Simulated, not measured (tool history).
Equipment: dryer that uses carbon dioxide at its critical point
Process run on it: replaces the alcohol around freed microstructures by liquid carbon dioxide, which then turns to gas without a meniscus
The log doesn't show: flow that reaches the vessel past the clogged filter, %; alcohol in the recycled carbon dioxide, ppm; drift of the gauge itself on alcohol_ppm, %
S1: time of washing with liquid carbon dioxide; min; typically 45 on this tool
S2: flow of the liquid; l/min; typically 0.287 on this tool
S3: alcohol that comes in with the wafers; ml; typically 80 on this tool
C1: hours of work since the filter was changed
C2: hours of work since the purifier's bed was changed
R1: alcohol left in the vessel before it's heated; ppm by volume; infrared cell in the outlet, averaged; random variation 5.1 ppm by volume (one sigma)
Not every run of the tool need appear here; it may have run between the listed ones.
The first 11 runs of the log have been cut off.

run 12 hour=281.7 | S1=45 S2=0.287 S3=80 | C1=102 C2=400 | R1=255
run 13 hour=299.3 | S1=45 S2=0.287 S3=80 | C1=115 C2=413 | R1=251
run 14 hour=327.6 | S1=45 S2=0.287 S3=80 | C1=136 C2=433 | R1=280
run 15 hour=355.4 | S1=45 S2=0.287 S3=80 | C1=156 C2=454 | R1=276
run 16 hour=385.0 | S1=45 S2=0.287 S3=80 | C1=178 C2=476 | R1=281
run 17 hour=408.9 | S1=45 S2=0.287 S3=80 | C1=195 C2=493 | R1=293
run 18 hour=441.7 | S1=45 S2=0.287 S3=80 | C1=219 C2=517 | R1=316
run 19 hour=456.5 | S1=45 S2=0.287 S3=41 | C1=230 C2=528 | R1=267
run 20 hour=489.0 | S1=45 S2=0.287 S3=41 | C1=254 C2=552 | R1=273
run 21 hour=512.1 | S1=45 S2=0.287 S3=41 | C1=271 C2=569 | R1=288
run 22 hour=531.8 | S1=56 S2=0.287 S3=22 | C1=286 C2=583 | R1=257
run 23 hour=554.3 | S1=56 S2=0.287 S3=22 | C1=302 C2=600 | R1=256
run 24 hour=577.8 | S1=56 S2=0.287 S3=22 | C1=319 C2=617 | R1=258
run 25 hour=596.1 | S1=56 S2=0.415 S3=25 | C1=333 C2=631 | R1=258
-- hour=608.8 purifier's bed changed
run 26 hour=614.2 | S1=35 S2=0.337 S3=65 | C1=344 C2=4 | R1=206
run 27 hour=636.0 | S1=35 S2=0.337 S3=65 | C1=360 C2=20 | R1=222
run 28 hour=653.8 | S1=61 S2=0.334 S3=92 | C1=373 C2=33 | R1=25
-- hour=672.0 inlet filter changed
run 29 hour=683.6 | S1=45 S2=0.251 S3=104 | C1=8 C2=54 | R1=220

Estimate the outcome of run 30 from the log above:
run 30 hour=707.1 | S1=63 S2=0.179 S3=90 | C1=26 C2=71 | R1=?

{"run 30": {"R1": 198}}
The same run, on a tool lacking any hidden state, would have yielded R1 158 ppm by volume.
